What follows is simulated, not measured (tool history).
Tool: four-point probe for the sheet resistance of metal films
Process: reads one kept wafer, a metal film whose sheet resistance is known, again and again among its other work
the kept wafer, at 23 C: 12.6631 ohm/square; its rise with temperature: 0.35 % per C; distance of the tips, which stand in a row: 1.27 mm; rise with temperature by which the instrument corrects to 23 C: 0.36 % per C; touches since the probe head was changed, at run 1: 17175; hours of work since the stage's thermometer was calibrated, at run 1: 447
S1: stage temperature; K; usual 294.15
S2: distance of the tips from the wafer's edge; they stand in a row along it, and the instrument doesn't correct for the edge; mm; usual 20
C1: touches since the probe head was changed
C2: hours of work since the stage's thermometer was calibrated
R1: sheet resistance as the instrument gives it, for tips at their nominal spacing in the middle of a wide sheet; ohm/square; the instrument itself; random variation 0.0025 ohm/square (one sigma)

run,day,S1,S2,C1,C2,R1
1,0.000,294.15,20,17175,447,12.690985
2,0.679,303.15,20,17438,456,12.669289
3,1.517,303.15,20,17762,467,12.667400
4,2.075,294.15,20,17977,474,12.684541
5,2.621,294.15,20,18188,481,12.694337
6,3.633,294.15,20,18581,493,12.686789
7,4.762,294.15,20,19018,508,12.685103
8,5.954,294.15,20,19478,523,12.688309
9,6.646,294.15,37,19746,532,12.670413
10,7.679,294.15,4,20146,545,13.307306
11,8.517,295.15,4,20470,555,13.308872
12,9.700,294.15,16,20928,570,12.707431
# day 9.788: stage's thermometer calibrated
13,10.675,294.15,16,21297,11,12.707132
14,11.867,294.15,5,21758,26,13.092657
15,12.846,294.15,20,22137,39,12.695144
16,13.683,294.15,5,22460,49,13.092464
# day 14.112: stage's thermometer calibrated, once more
17,14.725,294.15,20,22855,8,12.681520
18,15.562,294.15,20,23179,18,12.675651
19,16.292,294.15,16,23461,28,12.693311
20,17.175,294.15,16,23804,39,12.698984
21,17.817,294.15,16,24051,47,12.693250
22,18.654,294.15,16,24376,58,12.697452
23,19.717,294.15,16,24787,71,12.696046
24,20.454,302.15,20,25072,80,12.664596
25,20.996,304.15,20,25281,87,12.658126
26,22.204,296.15,20,25749,103,12.679205
27,23.296,294.15,8,26171,116,12.820420
28,24.417,299.15,37,26605,131,12.650393
29,25.604,297.15,22,27064,146,12.673356
30,26.508,297.15,22,27414,157,12.665791
31,27.717,300.15,6,27881,172,12.941057
32,28.262,297.15,14,28093,179,12.708940

Forecast run 33:
33,29.204,307.15,31,28457,191,?

Run 33 gave R1 12.646203 ohm/square.
Without the tool's hidden state the same run would have given R1 12.658050 ohm/square.
